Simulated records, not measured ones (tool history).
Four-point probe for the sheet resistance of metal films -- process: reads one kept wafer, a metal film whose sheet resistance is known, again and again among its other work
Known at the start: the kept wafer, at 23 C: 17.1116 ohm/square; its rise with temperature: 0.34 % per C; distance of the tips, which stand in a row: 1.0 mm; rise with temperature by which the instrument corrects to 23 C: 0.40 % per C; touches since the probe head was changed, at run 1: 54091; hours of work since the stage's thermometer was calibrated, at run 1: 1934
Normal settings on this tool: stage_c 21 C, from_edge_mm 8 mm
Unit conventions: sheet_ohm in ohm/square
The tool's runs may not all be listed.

run   hour  stage_c  from_edge_mm  touches since the probe head was changed  hours of work since the stage's thermometer was calibrated  sheet_ohm
  1      0       21             8                                     54091                                                        1934  17.080876
  2   52.7       21             8                                     56852                                                        1966  17.071104
  3   94.7       21             8                                     59057                                                        1991  17.073937
  4  140.4       30             8                                     61450                                                        2019  16.979631
  5  191.6       30             8                                     64133                                                        2050  16.970533
  6  240.5       21             8                                     66699                                                        2079   17.04314
  7  297.7       21            54                                     69696                                                        2114  16.891451
  8  335.5       21            54                                     71678                                                        2137  16.891945
     364.3  -- new probe head fitted
  9  403.3       21            54                                      2048                                                        2177  17.043771
 10  481.8       32             6                                      6158                                                        2224  17.176928
 11    515       32             6                                      7900                                                        2244  17.163085
 12  575.4       25             8                                     11067                                                        2281  17.122026
 13  644.4       34             4                                     14685                                                        2323  17.433172
 14  694.2       34             4                                     17295                                                        2353   17.41838
 15  745.7       31            43                                     19990                                                        2384   16.90081
 16  791.2       27             4                                     22375                                                        2411  17.475484

Predict each of these 4 candidate next runs independently; none follows another, all start after run 16:
  A  863.6       29            19                                     26171                                                        2455          ?
  B  863.6       20             4                                     26171                                                        2455          ?
  C  863.6       32            12                                     26171                                                        2455          ?
  D  863.6       18            12                                     26171                                                        2455          ?

run  sheet_ohm
  A  16.920729
  B  17.532299
  C  16.934993
  D  17.062939
The same runs, with their run-to-run variation unchanged, on a tool lacking any hidden condition would have given:
run  sheet_ohm
  A  17.080773
  B   17.69841
  C   17.09495
  D  17.225073
